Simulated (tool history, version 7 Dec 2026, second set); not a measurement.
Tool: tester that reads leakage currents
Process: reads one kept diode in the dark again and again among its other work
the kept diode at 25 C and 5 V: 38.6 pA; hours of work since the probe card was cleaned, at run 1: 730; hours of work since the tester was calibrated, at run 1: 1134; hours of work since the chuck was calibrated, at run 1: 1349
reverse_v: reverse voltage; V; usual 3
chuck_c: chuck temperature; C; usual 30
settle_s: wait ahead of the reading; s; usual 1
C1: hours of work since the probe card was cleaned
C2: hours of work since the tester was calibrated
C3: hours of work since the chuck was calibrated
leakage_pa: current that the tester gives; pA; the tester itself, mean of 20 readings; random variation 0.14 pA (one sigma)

{"run": 1, "hour": 0.0, "reverse_v": 3, "chuck_c": 30, "settle_s": 1, "C1": 730, "C2": 1134, "C3": 1349, "leakage_pa": 43.28}
{"run": 2, "hour": 96.5, "reverse_v": 16.72, "chuck_c": 30, "settle_s": 1, "C1": 783, "C2": 1187, "C3": 1402, "leakage_pa": 118.26}
{"run": 3, "hour": 161.0, "reverse_v": 16.72, "chuck_c": 30, "settle_s": 1, "C1": 819, "C2": 1222, "C3": 1437, "leakage_pa": 118.02}
{"run": 4, "hour": 234.6, "reverse_v": 3, "chuck_c": 54, "settle_s": 1, "C1": 859, "C2": 1262, "C3": 1478, "leakage_pa": 234.79}
{"run": 5, "hour": 322.3, "reverse_v": 3, "chuck_c": 54, "settle_s": 1, "C1": 907, "C2": 1310, "C3": 1526, "leakage_pa": 236.26}
{"run": 6, "hour": 416.5, "reverse_v": 3, "chuck_c": 30, "settle_s": 1, "C1": 959, "C2": 1362, "C3": 1578, "leakage_pa": 43.1}
{"run": 7, "hour": 507.1, "reverse_v": 3, "chuck_c": 30, "settle_s": 1, "C1": 1009, "C2": 1412, "C3": 1627, "leakage_pa": 42.97}
{"run": 8, "hour": 583.3, "reverse_v": 3, "chuck_c": 30, "settle_s": 1, "C1": 1050, "C2": 1454, "C3": 1669, "leakage_pa": 43.03}
{"run": 9, "hour": 642.9, "reverse_v": 3, "chuck_c": 30, "settle_s": 1, "C1": 1083, "C2": 1486, "C3": 1702, "leakage_pa": 42.86}
{"run": 10, "hour": 719.9, "reverse_v": 3, "chuck_c": 30, "settle_s": 1, "C1": 1125, "C2": 1529, "C3": 1744, "leakage_pa": 42.8}
{"run": 11, "hour": 777.1, "reverse_v": 3, "chuck_c": 30, "settle_s": 1, "C1": 1157, "C2": 1560, "C3": 1775, "leakage_pa": 43.03}
{"run": 12, "hour": 855.3, "reverse_v": 3, "chuck_c": 30, "settle_s": 1, "C1": 1200, "C2": 1603, "C3": 1818, "leakage_pa": 43.13}
{"run": 13, "hour": 945.1, "reverse_v": 3, "chuck_c": 30, "settle_s": 1, "C1": 1249, "C2": 1652, "C3": 1867, "leakage_pa": 42.76}
{"hour": 958.2, "done": "tester calibrated"}
{"run": 14, "hour": 1051.4, "reverse_v": 1.89, "chuck_c": 30, "settle_s": 2.35, "C1": 1306, "C2": 51, "C3": 1925, "leakage_pa": 32.58}
{"run": 15, "hour": 1107.5, "reverse_v": 1.89, "chuck_c": 51, "settle_s": 2.35, "C1": 1337, "C2": 82, "C3": 1955, "leakage_pa": 146.98}

Run 16 comes next. What will it give?
{"run": 16, "hour": 1236.8, "reverse_v": 1.89, "chuck_c": 51, "settle_s": 2.35, "C1": 1408, "C2": 153, "C3": 2026, "leakage_pa": "?"}

leakage_pa: 145.83 pA
Without the tool's hidden state the same run would have given leakage_pa 155.39 pA.
